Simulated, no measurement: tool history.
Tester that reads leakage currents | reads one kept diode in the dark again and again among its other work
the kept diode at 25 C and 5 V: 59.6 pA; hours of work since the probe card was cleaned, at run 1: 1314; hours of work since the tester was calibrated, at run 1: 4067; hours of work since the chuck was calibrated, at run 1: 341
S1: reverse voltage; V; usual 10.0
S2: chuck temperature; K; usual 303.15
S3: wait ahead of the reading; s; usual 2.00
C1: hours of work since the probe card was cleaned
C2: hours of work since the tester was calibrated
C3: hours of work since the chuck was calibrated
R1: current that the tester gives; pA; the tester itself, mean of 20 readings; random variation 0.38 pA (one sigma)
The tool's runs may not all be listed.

run 1 hour=0.0 | S1=10.0 S2=303.15 S3=2.00 | C1=1314 C2=4067 C3=341 | R1=130.07
run 2 hour=115.4 | S1=10.0 S2=303.15 S3=2.00 | C1=1404 C2=4157 C3=431 | R1=129.89
run 3 hour=226.7 | S1=10.0 S2=303.15 S3=2.00 | C1=1491 C2=4243 C3=517 | R1=130.24
run 4 hour=382.2 | S1=10.0 S2=303.15 S3=2.00 | C1=1612 C2=4365 C3=638 | R1=129.90
-- hour=468.0 chuck's temperature calibrated
run 5 hour=535.4 | S1=19.4 S2=303.15 S3=2.00 | C1=1730 C2=4482 C3=52 | R1=195.61
run 6 hour=696.0 | S1=15.0 S2=303.15 S3=2.00 | C1=1855 C2=4607 C3=178 | R1=170.65
run 7 hour=817.8 | S1=6.6 S2=303.15 S3=2.00 | C1=1950 C2=4702 C3=272 | R1=111.99
run 8 hour=900.6 | S1=10.0 S2=302.15 S3=2.00 | C1=2014 C2=4767 C3=337 | R1=128.62
run 9 hour=993.6 | S1=10.0 S2=302.15 S3=2.00 | C1=2086 C2=4839 C3=409 | R1=128.29
run 10 hour=1082.0 | S1=10.0 S2=302.15 S3=2.00 | C1=2155 C2=4908 C3=478 | R1=128.17
-- hour=1110.4 tester calibrated
run 11 hour=1186.7 | S1=10.0 S2=302.15 S3=2.00 | C1=2235 C2=59 C3=558 | R1=132.00
-- hour=1374.1 chuck's temperature calibrated
run 12 hour=1374.1 | S1=10.0 S2=303.15 S3=2.00 | C1=2380 C2=204 C3=0 | R1=145.96
run 13 hour=1470.7 | S1=10.0 S2=303.15 S3=2.00 | C1=2455 C2=279 C3=75 | R1=146.16
-- hour=1553.4 probe card cleaned and baked
run 14 hour=1656.7 | S1=1.8 S2=303.15 S3=2.00 | C1=80 C2=421 C3=218 | R1=56.58
run 15 hour=1761.0 | S1=10.0 S2=303.15 S3=2.00 | C1=162 C2=503 C3=299 | R1=122.79
run 16 hour=1870.9 | S1=10.0 S2=303.15 S3=2.00 | C1=247 C2=588 C3=385 | R1=123.72
run 17 hour=1960.4 | S1=10.0 S2=303.15 S3=2.00 | C1=317 C2=658 C3=454 | R1=123.00
run 18 hour=2080.3 | S1=10.0 S2=303.15 S3=2.00 | C1=410 C2=751 C3=548 | R1=123.43
run 19 hour=2231.4 | S1=10.0 S2=303.15 S3=2.00 | C1=528 C2=869 C3=665 | R1=123.18
-- hour=2285.8 chuck's temperature calibrated
run 20 hour=2396.1 | S1=11.6 S2=309.15 S3=6.76 | C1=655 C2=996 C3=86 | R1=220.88
run 21 hour=2534.7 | S1=5.1 S2=306.15 S3=0.93 | C1=762 C2=1103 C3=194 | R1=119.16
run 22 hour=2696.8 | S1=5.1 S2=306.15 S3=0.93 | C1=889 C2=1230 C3=320 | R1=118.67
run 23 hour=2872.6 | S1=10.0 S2=330.15 S3=0.41 | C1=1026 C2=1367 C3=457 | R1=945.65
run 24 hour=3019.4 | S1=10.0 S2=301.15 S3=0.41 | C1=1140 C2=1481 C3=571 | R1=113.26
-- hour=3192.4 chuck's temperature calibrated
run 25 hour=3200.9 | S1=1.0 S2=330.15 S3=0.41 | C1=1280 C2=1621 C3=7 | R1=347.60
run 26 hour=3320.4 | S1=1.0 S2=330.15 S3=0.41 | C1=1373 C2=1714 C3=100 | R1=346.22
run 27 hour=3444.4 | S1=14.6 S2=310.15 S3=0.93 | C1=1469 C2=1810 C3=196 | R1=274.58
run 28 hour=3536.2 | S1=14.6 S2=310.15 S3=0.93 | C1=1541 C2=1882 C3=268 | R1=273.81
run 29 hour=3721.4 | S1=14.6 S2=310.15 S3=0.93 | C1=1685 C2=2026 C3=412 | R1=274.24
run 30 hour=3846.3 | S1=10.0 S2=308.15 S3=0.35 | C1=1782 C2=2123 C3=509 | R1=198.75
run 31 hour=4032.3 | S1=10.0 S2=308.15 S3=0.35 | C1=1927 C2=2268 C3=654 | R1=197.71
-- hour=4102.6 chuck's temperature calibrated
run 32 hour=4199.5 | S1=10.0 S2=294.15 S3=0.53 | C1=2056 C2=2397 C3=75 | R1=76.95
run 33 hour=4355.4 | S1=10.0 S2=304.15 S3=1.01 | C1=2177 C2=2518 C3=197 | R1=152.13
run 34 hour=4546.3 | S1=10.9 S2=315.15 S3=5.44 | C1=2326 C2=2667 C3=346 | R1=345.73
run 35 hour=4716.3 | S1=10.9 S2=305.15 S3=0.80 | C1=2458 C2=2799 C3=478 | R1=169.76

Forecast run 36:
-- hour=4789.6 probe card cleaned and baked
run 36 hour=4880.0 | S1=18.4 S2=299.15 S3=2.00 | C1=70 C2=2924 C3=603 | R1=?

Run 36 gave R1 111.93 pA.
Without the tool's hidden state the same run would have given R1 117.41 pA.
